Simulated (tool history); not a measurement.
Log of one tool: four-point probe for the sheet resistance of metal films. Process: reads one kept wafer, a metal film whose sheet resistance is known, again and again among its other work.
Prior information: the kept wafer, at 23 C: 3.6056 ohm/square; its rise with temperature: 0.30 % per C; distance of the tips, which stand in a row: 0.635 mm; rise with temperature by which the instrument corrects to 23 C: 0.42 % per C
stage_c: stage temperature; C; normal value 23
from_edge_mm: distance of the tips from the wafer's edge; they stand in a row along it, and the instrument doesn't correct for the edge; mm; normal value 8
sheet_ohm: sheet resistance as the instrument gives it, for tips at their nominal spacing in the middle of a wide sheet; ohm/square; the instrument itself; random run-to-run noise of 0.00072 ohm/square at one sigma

run,hour,stage_c,from_edge_mm,sheet_ohm
1,0,23,8,3.618238
2,71.9,26,8,3.605609
3,164.1,19,8,3.635732
4,241.2,19,8,3.635572
5,372.2,23,48,3.605782
6,444.6,23,11,3.612907
7,566.2,23,11,3.612922
8,668.8,23,11,3.611525
9,734.5,23,8,3.617523
10,816.5,23,3,3.689888
11,881.4,23,3,3.691703
12,969.8,23,8,3.618403
13,1102.3,23,3,3.690503
14,1192.5,24,8,3.613672
15,1274.3,24,8,3.613545
16,1350,21,33,3.614938
17,1484.2,21,33,3.614728
18,1579.9,22,54,3.610807
19,1662,22,54,3.610826
20,1780.7,22,54,3.609729
21,1916.9,21,6,3.635993
22,1987.9,25,5,3.628525
23,2108.1,25,5,3.628563
24,2239.8,19,49,3.623701
25,2304.4,19,21,3.625236
26,2400.3,19,15,3.626118
27,2479.6,32,46,3.569043
28,2542.1,27,4,3.637512

Withheld: 1 entry from between the runs. Position of each, and hidden state at the listed run before versus the listed run after:
In the gap between runs 20 and 21: stage's thermometer calibrated (hour 1838.9)
  inner tips' distance over the nominal, %: 0.009 -> 0.01; wafer's true temperature over the reading, C: -0.01 -> 0
